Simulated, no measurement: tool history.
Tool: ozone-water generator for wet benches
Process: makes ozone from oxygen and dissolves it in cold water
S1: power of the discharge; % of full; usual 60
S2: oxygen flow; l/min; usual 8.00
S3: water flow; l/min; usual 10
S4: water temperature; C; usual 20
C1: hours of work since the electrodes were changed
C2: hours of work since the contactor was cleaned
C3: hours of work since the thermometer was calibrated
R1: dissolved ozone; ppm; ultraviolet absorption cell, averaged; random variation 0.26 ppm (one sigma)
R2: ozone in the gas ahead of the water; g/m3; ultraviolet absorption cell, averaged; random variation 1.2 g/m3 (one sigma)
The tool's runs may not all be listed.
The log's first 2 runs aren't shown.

Run 3, hour 42.8: usual settings; C1 1227; C2 4150; C3 776. Result: R1 39.5 ppm, R2 223.5 g/m3.
Run 4, hour 67.2: usual settings; C1 1251; C2 4174; C3 800. Result: R1 39.8 ppm, R2 224.7 g/m3.
Run 5, hour 89.7: usual settings but S1 98 % of full; C1 1274; C2 4196; C3 823. Result: R1 55.3 ppm, R2 313.7 g/m3.
Run 6, hour 119.9: usual settings; C1 1304; C2 4226; C3 852. Result: R1 39.5 ppm, R2 223.3 g/m3.
Run 7, hour 140.0: usual settings; C1 1323; C2 4246; C3 872. Result: R1 39.2 ppm, R2 221.8 g/m3.
Run 8, hour 158.0: usual settings; C1 1341; C2 4264; C3 890. Result: R1 39.5 ppm, R2 222.6 g/m3.
Run 9, hour 178.1: usual settings; C1 1361; C2 4284; C3 910. Result: R1 39.8 ppm, R2 223.9 g/m3.
Run 10, hour 202.9: usual settings; C1 1386; C2 4308; C3 934. Result: R1 39.5 ppm, R2 223.4 g/m3.
Run 11, hour 228.6: usual settings; C1 1411; C2 4334; C3 960. Result: R1 39.4 ppm, R2 223.9 g/m3.
Run 12, hour 248.8: usual settings but S2 7.72 l/min; C1 1431; C2 4354; C3 980. Result: R1 39.9 ppm, R2 229.5 g/m3.
Run 13, hour 276.1: usual settings but S2 7.72 l/min; C1 1458; C2 4381; C3 1007. Result: R1 40.5 ppm, R2 230.5 g/m3.
Run 14, hour 298.3: usual settings but S2 7.72 l/min; C1 1480; C2 4403; C3 1029. Result: R1 39.7 ppm, R2 229.2 g/m3.
Run 15, hour 322.5: usual settings but S2 7.72 l/min; C1 1504; C2 4427; C3 1053. Result: R1 39.9 ppm, R2 227.0 g/m3.
Run 16, hour 350.1: usual settings but S2 7.72 l/min, S3 14 l/min; C1 1531; C2 4454; C3 1080. Result: R1 33.6 ppm, R2 228.6 g/m3.
Run 17, hour 373.9: usual settings but S2 7.72 l/min, S3 14 l/min; C1 1555; C2 4477; C3 1103. Result: R1 33.6 ppm, R2 228.3 g/m3.
Run 18, hour 390.9: usual settings but S2 6.08 l/min, S3 7 l/min; C1 1571; C2 4494; C3 1120. Result: R1 51.3 ppm, R2 265.6 g/m3.
Run 19, hour 410.8: usual settings but S2 6.08 l/min, S3 7 l/min; C1 1591; C2 4514; C3 1140. Result: R1 51.1 ppm, R2 267.4 g/m3.
Run 20, hour 425.7: usual settings but S1 73 % of full, S2 13.67 l/min, S3 11 l/min; C1 1606; C2 4529; C3 1155. Result: R1 34.4 ppm, R2 180.1 g/m3.
Run 21, hour 455.8: usual settings but S1 73 % of full, S2 13.67 l/min, S3 11 l/min; C1 1635; C2 4558; C3 1184. Result: R1 34.3 ppm, R2 178.5 g/m3.
Run 22, hour 475.7: usual settings but S1 73 % of full, S2 13.67 l/min, S3 11 l/min; C1 1655; C2 4578; C3 1204. Result: R1 33.9 ppm, R2 180.9 g/m3.
Run 23, hour 502.8: usual settings but S1 77 % of full, S4 16 C; C1 1682; C2 4605; C3 1231. Result: R1 51.6 ppm, R2 264.9 g/m3.

Forecast run 24:
Run 24, hour 533.3: usual settings but S1 77 % of full, S4 16 C; C1 1712; C2 4635; C3 1261. Result: R1 ?, R2 ?.

Run 24 gave R1 51.8 ppm, R2 265.4 g/m3.
Without the tool's hidden state the same run would have given R1 51.9 ppm, R2 265.5 g/m3.

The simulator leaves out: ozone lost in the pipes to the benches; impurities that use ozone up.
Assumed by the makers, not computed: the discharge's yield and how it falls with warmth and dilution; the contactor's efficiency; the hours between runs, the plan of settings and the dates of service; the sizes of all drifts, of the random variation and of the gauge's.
